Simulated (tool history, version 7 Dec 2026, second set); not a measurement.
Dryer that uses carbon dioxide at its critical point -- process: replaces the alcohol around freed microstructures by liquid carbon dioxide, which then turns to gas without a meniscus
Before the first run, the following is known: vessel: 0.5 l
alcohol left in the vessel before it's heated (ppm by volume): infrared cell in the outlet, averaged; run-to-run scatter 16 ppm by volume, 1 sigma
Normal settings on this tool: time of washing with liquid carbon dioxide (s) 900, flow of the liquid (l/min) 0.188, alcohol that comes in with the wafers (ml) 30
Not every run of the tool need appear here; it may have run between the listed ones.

run   hour  time of washing with liquid carbon dioxide (s)  flow of the liquid (l/min)  alcohol that comes in with the wafers (ml)  alcohol left in the vessel before it's heated (ppm by volume)
  1      0                                             900                       0.188                                          30                                                           1082
  2   25.1                                             600                       0.188                                          30                                                           3980
  3   53.2                                             600                       0.188                                          30                                                           4136
  4   79.7                                             900                       0.138                                          30                                                           3058
  5  108.7                                             900                       0.138                                          30                                                           2901
  6  144.4                                             900                       0.138                                          30                                                           3112
  7  180.7                                             900                       0.138                                          30                                                           3090
  8    220                                             900                       0.138                                          30                                                           3127
  9  255.4                                             900                       0.138                                          30                                                           3147
 10  272.1                                             900                       0.297                                          30                                                            220
 11  293.4                                            1200                       0.297                                         111                                                            164
 12  313.4                                            1200                       0.297                                         111                                                            171
 13  334.6                                             720                       0.126                                          31                                                           7416
 14  353.9                                            1380                       0.285                                          60                                                            123
 15  385.3                                             960                       0.188                                          59                                                           1943
 16  402.2                                             900                       0.166                                          30                                                           1946
 17  419.2                                            1020                       0.211                                          80                                                           1267
 18  450.3                                            1020                       0.126                                          73                                                           7293

What if the next run were any one of these 3? Each begins from the tool's condition after run 18:
  A  471.7                                             900                       0.126                                          53                                                              ?
  B  471.7                                             600                        0.27                                          75                                                              ?
  C  471.7                                             780                       0.188                                          29                                                              ?

run  alcohol left in the vessel before it's heated (ppm by volume)
  A                                                           7640
  B                                                           3984
  C                                                           2111
With no hidden state in the tool, these same runs would have given:
run  alcohol left in the vessel before it's heated (ppm by volume)
  A                                                           6404
  B                                                           3106
  C                                                           1632

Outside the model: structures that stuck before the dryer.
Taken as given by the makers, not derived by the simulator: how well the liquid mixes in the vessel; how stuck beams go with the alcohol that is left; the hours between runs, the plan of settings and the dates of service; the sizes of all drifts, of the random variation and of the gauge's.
